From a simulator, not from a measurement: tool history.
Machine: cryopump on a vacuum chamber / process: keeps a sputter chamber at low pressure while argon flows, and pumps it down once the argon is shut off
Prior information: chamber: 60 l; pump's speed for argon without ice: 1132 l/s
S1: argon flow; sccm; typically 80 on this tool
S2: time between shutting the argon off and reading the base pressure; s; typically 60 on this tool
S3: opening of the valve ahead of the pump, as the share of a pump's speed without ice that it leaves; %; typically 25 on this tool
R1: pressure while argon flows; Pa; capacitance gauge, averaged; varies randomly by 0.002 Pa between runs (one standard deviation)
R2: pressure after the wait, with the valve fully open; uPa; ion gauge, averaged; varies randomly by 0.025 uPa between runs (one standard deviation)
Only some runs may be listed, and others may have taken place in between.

run    hour  S1   S2  S3      R1    R2
  1       0  80   60  25  0.4866  1.81
  2     118  80  221  25  0.4922  1.33
  3   181.3  80  221  25  0.4949  1.38
  4   273.6  80   60  25  0.4986  2.01
  5   348.4  80   60  25  0.5019  2.12
  6   434.3  80   24  25  0.5035  3.19
  7   504.3  80   60  56  0.2427  2.16
  8   602.4  80   60  56  0.2452  2.19
  9   651.5  80   60  56  0.2494  2.34
 10   732.6  80   60  56  0.2538  2.34
 11   838.2  80   60  56  0.2587  2.41
 12   902.2  80  144  25  0.5254  2.11
 13   958.6  80  144  25  0.5321  2.08
 14  1010.1  36  197  18  0.3231  2.11
 15  1058.9  36  197  18  0.3251  2.19
     1089.7  -- pump warmed up, emptied and cooled again
 16  1131.5  80   36  33  0.3684   2.6
 17  1220.7  80   36  33    0.37  2.67
 18  1279.8  38   36  45  0.1292  2.74

Run 19 comes next. What will it give?
 19  1383.7  80  113  20   ?   ?

R1: 0.6153 Pa
R2: 1.96 uPa
The same run, on a tool lacking any hidden state, would have yielded R1 0.6036 Pa, R2 0.7 uPa.
